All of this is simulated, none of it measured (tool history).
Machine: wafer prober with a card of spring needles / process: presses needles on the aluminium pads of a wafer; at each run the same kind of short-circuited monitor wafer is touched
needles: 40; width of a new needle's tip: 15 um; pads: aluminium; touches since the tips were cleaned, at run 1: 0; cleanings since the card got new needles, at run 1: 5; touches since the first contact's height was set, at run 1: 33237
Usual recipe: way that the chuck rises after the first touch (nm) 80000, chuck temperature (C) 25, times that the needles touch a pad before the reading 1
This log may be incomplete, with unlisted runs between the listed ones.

run,day,way that the chuck rises after the first touch (nm),chuck temperature (C),times that the needles touch a pad before the reading,touches since the tips were cleaned,cleanings since the card got new needles,touches since the first contact's height was set,resistance of one needle with its contact and lead (mohm),way that a needle slides on the pad (nm)
1,0,80000,25,1,0,5,33237,151.5,9970
# day 1.067: tips cleaned on abrasive film
# day 2.033: tips cleaned on abrasive film
2,2.658,80000,25,1,4031,7,50421,153.2,9980
# day 3: tips cleaned on abrasive film
# day 3.954: tips cleaned on abrasive film
3,3.958,80000,25,1,15,9,58812,153.6,10020
# day 4.962: tips cleaned on abrasive film
# day 5.983: tips cleaned on abrasive film
4,5.983,80000,25,1,0,11,71894,154,9990
# day 6.904: tips cleaned on abrasive film
# day 7.858: tips cleaned on abrasive film
5,8.092,80000,25,2,1530,13,85528,154.9,10030
# day 8.833: tips cleaned on abrasive film
# day 9.921: tips cleaned on abrasive film
6,9.95,80000,25,1,200,15,97528,153.3,10000
# day 11.025: tips cleaned on abrasive film
# day 11.992: tips cleaned on abrasive film
7,12.267,93000,25,1,1805,17,112518,152.9,11660
# day 13.1: tips cleaned on abrasive film
# day 14.083: tips cleaned on abrasive film
8,14.417,80000,25,3,2170,19,126401,153.1,10000
# day 15.088: tips cleaned on abrasive film
# day 16.062: tips cleaned on abrasive film
# day 16.988: tips cleaned on abrasive film
9,16.988,80000,25,3,0,22,142991,153.6,10050
# day 18.058: tips cleaned on abrasive film
# day 19.1: tips cleaned on abrasive film
10,19.125,80000,26,3,168,24,156819,153.6,10030
# day 20.188: tips cleaned on abrasive film
# day 20.338: height of the first contact set anew
# day 21.104: tips cleaned on abrasive film
11,21.104,80000,26,3,0,26,4960,155.3,10070
# day 22.221: tips cleaned on abrasive film
12,22.804,80000,26,1,3789,27,15948,154.3,10050
# day 23.204: tips cleaned on abrasive film
# day 24.267: tips cleaned on abrasive film
# day 25.212: tips cleaned on abrasive film
13,25.55,80000,25,1,2190,30,33696,152.7,10060
# day 26.25: tips cleaned on abrasive film
# day 27.325: tips cleaned on abrasive film
14,28.092,80000,25,1,4977,32,50142,155,10070
# day 28.304: tips cleaned on abrasive film
# day 29.3: tips cleaned on abrasive film
15,30.175,100000,25,1,5681,34,63598,153.7,12590
# day 30.317: tips cleaned on abrasive film
# day 31.367: tips cleaned on abrasive film
# day 32.3: tips cleaned on abrasive film
16,32.704,100000,25,1,2635,37,79936,152,12610
# day 33.288: tips cleaned on abrasive film
17,34.033,82000,25,1,4815,38,88510,154,10360
# day 34.225: tips cleaned on abrasive film
# day 35.317: tips cleaned on abrasive film
18,35.725,82000,25,1,2670,40,99456,154.7,10360
# day 36.283: tips cleaned on abrasive film
# day 37.242: tips cleaned on abrasive film
# day 38.217: tips cleaned on abrasive film
19,38.546,84000,25,2,2132,43,117659,151.6,10610
# day 39.333: tips cleaned on abrasive film
20,39.967,80000,64,3,4120,44,126855,162.8,10090
# day 40.283: tips cleaned on abrasive film
# day 41.242: tips cleaned on abrasive film
21,41.796,63000,34,3,3576,46,138663,158.7,7980
# day 42.25: tips cleaned on abrasive film
# day 43.208: tips cleaned on abrasive film
22,43.8,64000,50,2,3860,48,151633,161.8,8080
# day 44.271: tips cleaned on abrasive film
23,45,80000,25,2,4740,49,159380,155.4,10130
# day 45.229: tips cleaned on abrasive film
# day 45.8: height of the first contact set anew
# day 46.029: gauge calibrated
# day 46.258: tips cleaned on abrasive film
# day 47.283: tips cleaned on abrasive film
24,47.812,80000,78,2,3451,52,12997,164,9970
# day 48.2: tips cleaned on abrasive film
# day 49.167: tips cleaned on abrasive film
# day 50.212: tips cleaned on abrasive film
25,50.671,80000,46,3,2979,55,31456,156.1,10010
# day 51.275: tips cleaned on abrasive film
# day 52.279: tips cleaned on abrasive film
26,53.038,78000,29,2,4922,57,46770,155.2,9780
# day 53.25: tips cleaned on abrasive film
# day 54.262: tips cleaned on abrasive film
# day 55.288: tips cleaned on abrasive film
27,55.288,81000,79,2,0,60,61272,164.1,10110
# day 56.229: tips cleaned on abrasive film
28,57.096,99000,25,2,5620,61,72989,152.5,12400
# day 57.242: tips cleaned on abrasive film
# day 58.183: tips cleaned on abrasive film
# day 59.258: tips cleaned on abrasive film
29,59.8,85000,25,2,3502,64,90449,152.9,10670

Each row is a separate what-if for the run after 29, all from the same tool condition, not one after another. Results?
# day 60.246: tips cleaned on abrasive film
# day 61.238: tips cleaned on abrasive film
# day 62.267: tips cleaned on abrasive film
A,62.267,80000,33,1,0,67,106381,?,?
# day 60.246: tips cleaned on abrasive film
# day 61.238: tips cleaned on abrasive film
# day 62.267: tips cleaned on abrasive film
B,62.267,87000,69,1,0,67,106381,?,?
# day 60.246: tips cleaned on abrasive film
# day 61.238: tips cleaned on abrasive film
# day 62.267: tips cleaned on abrasive film
C,62.267,80000,99,1,0,67,106381,?,?

run,resistance of one needle with its contact and lead (mohm),way that a needle slides on the pad (nm)
A,155.3,10030
B,159.6,10890
C,168.8,10030
What these runs would have given with no unlogged condition in the tool:
run,resistance of one needle with its contact and lead (mohm),way that a needle slides on the pad (nm)
A,155.2,9990
B,159.5,10840
C,168.7,9980

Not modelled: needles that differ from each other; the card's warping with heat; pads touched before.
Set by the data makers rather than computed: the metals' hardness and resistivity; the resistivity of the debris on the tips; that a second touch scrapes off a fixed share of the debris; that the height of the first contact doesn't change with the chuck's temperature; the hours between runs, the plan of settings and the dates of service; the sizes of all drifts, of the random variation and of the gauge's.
